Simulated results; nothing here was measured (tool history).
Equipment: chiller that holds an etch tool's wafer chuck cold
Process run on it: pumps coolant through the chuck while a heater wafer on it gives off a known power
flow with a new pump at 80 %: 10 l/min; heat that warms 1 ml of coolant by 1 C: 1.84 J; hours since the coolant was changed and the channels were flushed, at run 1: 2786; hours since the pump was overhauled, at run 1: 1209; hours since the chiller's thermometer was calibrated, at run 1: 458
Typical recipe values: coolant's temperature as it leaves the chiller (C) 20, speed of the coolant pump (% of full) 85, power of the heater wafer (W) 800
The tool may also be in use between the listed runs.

run,hour,coolant's temperature as it leaves the chiller (C),speed of the coolant pump (% of full),power of the heater wafer (W),hours since the coolant was changed and the channels were flushed,hours since the pump was overhauled,hours since the chiller's thermometer was calibrated,chuck's temperature once it has settled (C),how much warmer the coolant comes back (C)
1,0,20,85,800,2786,1209,458,26.3,2.45
2,22.3,19,85,800,2808,1231,480,25.3,2.42
3,48.2,19,85,800,2834,1257,506,25.1,2.43
4,84.8,20,63,800,2871,1294,542,27.7,3.23
5,116.3,20,63,800,2902,1325,574,27.8,3.21
6,150,20,63,800,2936,1359,608,27.7,3.18
7,171.1,20,63,800,2957,1380,629,27.9,3.19
8,195.2,20,63,1190,2981,1404,653,31.6,4.78
9,230,26,63,1190,3016,1439,688,37.7,4.79
10,264.9,20,85,800,3051,1474,722,26.2,2.36
11,300.3,20,85,800,3086,1509,758,26.1,2.3
12,335.2,20,85,800,3121,1544,793,26.2,2.29
13,370.4,20,85,800,3156,1580,828,26,2.28
14,399.7,20,85,800,3186,1609,857,26.1,2.33
15,436.2,20,85,800,3222,1645,894,26.3,2.26
16,452.2,20,85,800,3238,1661,910,26.2,2.35
17,467.6,27,74,1181,3254,1677,925,37.1,3.95
18,485.2,20,94,488,3271,1694,943,23.6,1.19
19,500.4,20,94,488,3286,1710,958,23.4,1.14
20,516.2,14,98,817,3302,1725,974,19.8,1.96
21,539.6,12,77,459,3326,1749,997,15.8,1.3
22,561.3,12,64,459,3347,1770,1019,16.5,1.63
23,596.6,21,71,800,3383,1806,1054,27.9,2.69
24,629.8,27,71,800,3416,1839,1087,34.2,2.7
25,653,20,62,452,3439,1862,1111,24.4,1.62
26,683.6,20,62,452,3470,1893,1141,24.5,1.59
27,701,20,62,452,3487,1910,1159,24.4,1.55
28,734.7,20,91,583,3521,1944,1192,24.2,1.37
29,749.9,20,91,583,3536,1959,1207,24.3,1.34
30,780.6,20,73,583,3567,1990,1238,25.1,1.75
31,803.9,20,85,721,3590,2013,1261,25.6,1.92
32,826.6,20,85,721,3613,2036,1284,25.7,1.95

Had the tool no unlogged condition, and each run kept its random variation, what would the results have been?
Hidden state present: heat passed by the chuck's channels, % of clean ones'; flow at a given pump speed, % of a new pump's; coolant's true temperature over the reading, C; drift of the gauge itself on chuck_c, C; drift of the gauge itself on warmer_back_c, C.
run,how much warmer the coolant comes back (C)
1,2.45
2,2.43
3,2.45
4,3.26
5,3.25
6,3.25
7,3.26
8,4.86
9,4.89
10,2.47
11,2.42
12,2.43
13,2.44
14,2.49
15,2.45
16,2.54
17,4.14
18,1.4
19,1.35
20,2.18
21,1.53
22,1.87
23,2.94
24,2.97
25,1.9
26,1.88
27,1.84
28,1.68
29,1.66
30,2.08
31,2.26
32,2.3
chuck's temperature once it has settled (C) without the hidden state stays within 0.1 of what was measured, in all runs.
